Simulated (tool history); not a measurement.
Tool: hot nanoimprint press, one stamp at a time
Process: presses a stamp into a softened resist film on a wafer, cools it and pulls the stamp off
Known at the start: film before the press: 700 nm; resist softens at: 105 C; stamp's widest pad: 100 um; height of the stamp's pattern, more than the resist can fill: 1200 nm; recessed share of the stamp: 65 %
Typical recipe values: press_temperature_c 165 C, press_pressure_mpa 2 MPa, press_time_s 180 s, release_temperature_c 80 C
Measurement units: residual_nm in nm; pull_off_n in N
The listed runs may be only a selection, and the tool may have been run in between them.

{"run": 1, "hour": 0.0, "press_temperature_c": 165, "press_pressure_mpa": 2, "press_time_s": 180, "release_temperature_c": 80, "residual_nm": 371.5, "pull_off_n": 149}
{"run": 2, "hour": 37.7, "press_temperature_c": 165, "press_pressure_mpa": 2, "press_time_s": 180, "release_temperature_c": 77, "residual_nm": 372.7, "pull_off_n": 169}
{"run": 3, "hour": 77.0, "press_temperature_c": 165, "press_pressure_mpa": 2, "press_time_s": 180, "release_temperature_c": 77, "residual_nm": 371.9, "pull_off_n": 164}
{"hour": 114.9, "done": "stamp cleaned and given a new release coat"}
{"run": 4, "hour": 118.0, "press_temperature_c": 165, "press_pressure_mpa": 2, "press_time_s": 180, "release_temperature_c": 80, "residual_nm": 371, "pull_off_n": 116}
{"run": 5, "hour": 163.2, "press_temperature_c": 165, "press_pressure_mpa": 2, "press_time_s": 180, "release_temperature_c": 80, "residual_nm": 370.5, "pull_off_n": 114}
{"run": 6, "hour": 195.7, "press_temperature_c": 165, "press_pressure_mpa": 2, "press_time_s": 180, "release_temperature_c": 80, "residual_nm": 369.5, "pull_off_n": 119}
{"run": 7, "hour": 238.5, "press_temperature_c": 165, "press_pressure_mpa": 2, "press_time_s": 180, "release_temperature_c": 80, "residual_nm": 369.6, "pull_off_n": 124}
{"run": 8, "hour": 290.6, "press_temperature_c": 165, "press_pressure_mpa": 2, "press_time_s": 180, "release_temperature_c": 80, "residual_nm": 370.5, "pull_off_n": 127}
{"run": 9, "hour": 348.3, "press_temperature_c": 165, "press_pressure_mpa": 2, "press_time_s": 180, "release_temperature_c": 80, "residual_nm": 368.6, "pull_off_n": 126}
{"run": 10, "hour": 377.6, "press_temperature_c": 165, "press_pressure_mpa": 1.3, "press_time_s": 180, "release_temperature_c": 80, "residual_nm": 442.6, "pull_off_n": 124}
{"run": 11, "hour": 409.9, "press_temperature_c": 165, "press_pressure_mpa": 2, "press_time_s": 180, "release_temperature_c": 80, "residual_nm": 369.4, "pull_off_n": 126}
{"run": 12, "hour": 442.5, "press_temperature_c": 165, "press_pressure_mpa": 2, "press_time_s": 180, "release_temperature_c": 82, "residual_nm": 369.2, "pull_off_n": 129}
{"run": 13, "hour": 501.1, "press_temperature_c": 165, "press_pressure_mpa": 2, "press_time_s": 180, "release_temperature_c": 82, "residual_nm": 367.8, "pull_off_n": 125}
{"run": 14, "hour": 553.7, "press_temperature_c": 165, "press_pressure_mpa": 2, "press_time_s": 180, "release_temperature_c": 80, "residual_nm": 368.2, "pull_off_n": 136}
{"hour": 561.7, "done": "plate thermocouple calibrated"}
{"run": 15, "hour": 624.0, "press_temperature_c": 165, "press_pressure_mpa": 2, "press_time_s": 180, "release_temperature_c": 80, "residual_nm": 365.9, "pull_off_n": 133}
{"run": 16, "hour": 678.5, "press_temperature_c": 165, "press_pressure_mpa": 1.79, "press_time_s": 180, "release_temperature_c": 80, "residual_nm": 381, "pull_off_n": 145}
{"run": 17, "hour": 707.5, "press_temperature_c": 165, "press_pressure_mpa": 2, "press_time_s": 138, "release_temperature_c": 84, "residual_nm": 395.2, "pull_off_n": 130}
{"run": 18, "hour": 769.6, "press_temperature_c": 165, "press_pressure_mpa": 2, "press_time_s": 137, "release_temperature_c": 84, "residual_nm": 397.8, "pull_off_n": 142}
{"run": 19, "hour": 803.6, "press_temperature_c": 169, "press_pressure_mpa": 2.63, "press_time_s": 108, "release_temperature_c": 78, "residual_nm": 339.2, "pull_off_n": 148}
{"run": 20, "hour": 837.2, "press_temperature_c": 166, "press_pressure_mpa": 2, "press_time_s": 180, "release_temperature_c": 80, "residual_nm": 354.7, "pull_off_n": 150}
{"run": 21, "hour": 867.3, "press_temperature_c": 166, "press_pressure_mpa": 2, "press_time_s": 180, "release_temperature_c": 80, "residual_nm": 353.5, "pull_off_n": 149}
{"hour": 894.7, "done": "plate thermocouple calibrated, once more"}
{"run": 22, "hour": 915.4, "press_temperature_c": 175, "press_pressure_mpa": 1.3, "press_time_s": 231, "release_temperature_c": 70, "residual_nm": 316.2, "pull_off_n": 173}
{"run": 23, "hour": 985.5, "press_temperature_c": 174, "press_pressure_mpa": 1.3, "press_time_s": 209, "release_temperature_c": 70, "residual_nm": 337.2, "pull_off_n": 175}
{"run": 24, "hour": 1044.9, "press_temperature_c": 154, "press_pressure_mpa": 2, "press_time_s": 180, "release_temperature_c": 79, "residual_nm": 512.8, "pull_off_n": 157}
{"hour": 1078.1, "done": "stamp cleaned and given a new release coat"}
{"run": 25, "hour": 1088.1, "press_temperature_c": 154, "press_pressure_mpa": 2.15, "press_time_s": 339, "release_temperature_c": 87, "residual_nm": 426.6, "pull_off_n": 105}
{"run": 26, "hour": 1155.4, "press_temperature_c": 154, "press_pressure_mpa": 2.15, "press_time_s": 339, "release_temperature_c": 87, "residual_nm": 425.3, "pull_off_n": 111}
{"run": 27, "hour": 1190.9, "press_temperature_c": 154, "press_pressure_mpa": 1.69, "press_time_s": 339, "release_temperature_c": 82, "residual_nm": 463.8, "pull_off_n": 119}
{"run": 28, "hour": 1222.4, "press_temperature_c": 172, "press_pressure_mpa": 2, "press_time_s": 180, "release_temperature_c": 80, "residual_nm": 304.6, "pull_off_n": 125}
{"run": 29, "hour": 1273.6, "press_temperature_c": 164, "press_pressure_mpa": 2, "press_time_s": 180, "release_temperature_c": 76, "residual_nm": 388.5, "pull_off_n": 134}

Measured less the same run without the tool's hidden state. The same run-to-run variation is in both; the gauge's scatter may not be:
What the log doesn't record here: true temperature over the reading, C; pressure that arrives at the usual setting, %; grip of the stamp's worn release coat, % over a new coat's; drift of the gauge itself on residual_nm, %; drift of the gauge itself on pull_off_n, %.
run=1 residual_nm=+2.8 pull_off_n=+37
run=2 residual_nm=+2.5 pull_off_n=+44
run=3 residual_nm=+2.2 pull_off_n=+45
run=4 residual_nm=+2 pull_off_n=+0
run=5 residual_nm=+1.7 pull_off_n=+2
run=6 residual_nm=+1.5 pull_off_n=+3
run=7 residual_nm=+1.3 pull_off_n=+5
run=8 residual_nm=+1 pull_off_n=+7
run=9 residual_nm=+0.6 pull_off_n=+10
run=10 residual_nm=-2.2 pull_off_n=+10
run=11 residual_nm=+0.3 pull_off_n=+12
run=12 residual_nm=+0 pull_off_n=+14
run=13 residual_nm=-0.3 pull_off_n=+16
run=14 residual_nm=-0.8 pull_off_n=+19
run=15 residual_nm=-3.6 pull_off_n=+21
run=16 residual_nm=-5 pull_off_n=+25
run=17 residual_nm=-4.2 pull_off_n=+23
run=18 residual_nm=-4.5 pull_off_n=+28
run=19 residual_nm=-0.5 pull_off_n=+30
run=20 residual_nm=-4.5 pull_off_n=+31
run=21 residual_nm=-4.8 pull_off_n=+33
run=22 residual_nm=+6 pull_off_n=+42
run=23 residual_nm=+5.7 pull_off_n=+46
run=24 residual_nm=+8.8 pull_off_n=+42
run=25 residual_nm=+10.1 pull_off_n=+0
run=26 residual_nm=+9.5 pull_off_n=+3
run=27 residual_nm=+6 pull_off_n=+4
run=28 residual_nm=+8 pull_off_n=+6
run=29 residual_nm=+8.2 pull_off_n=+8
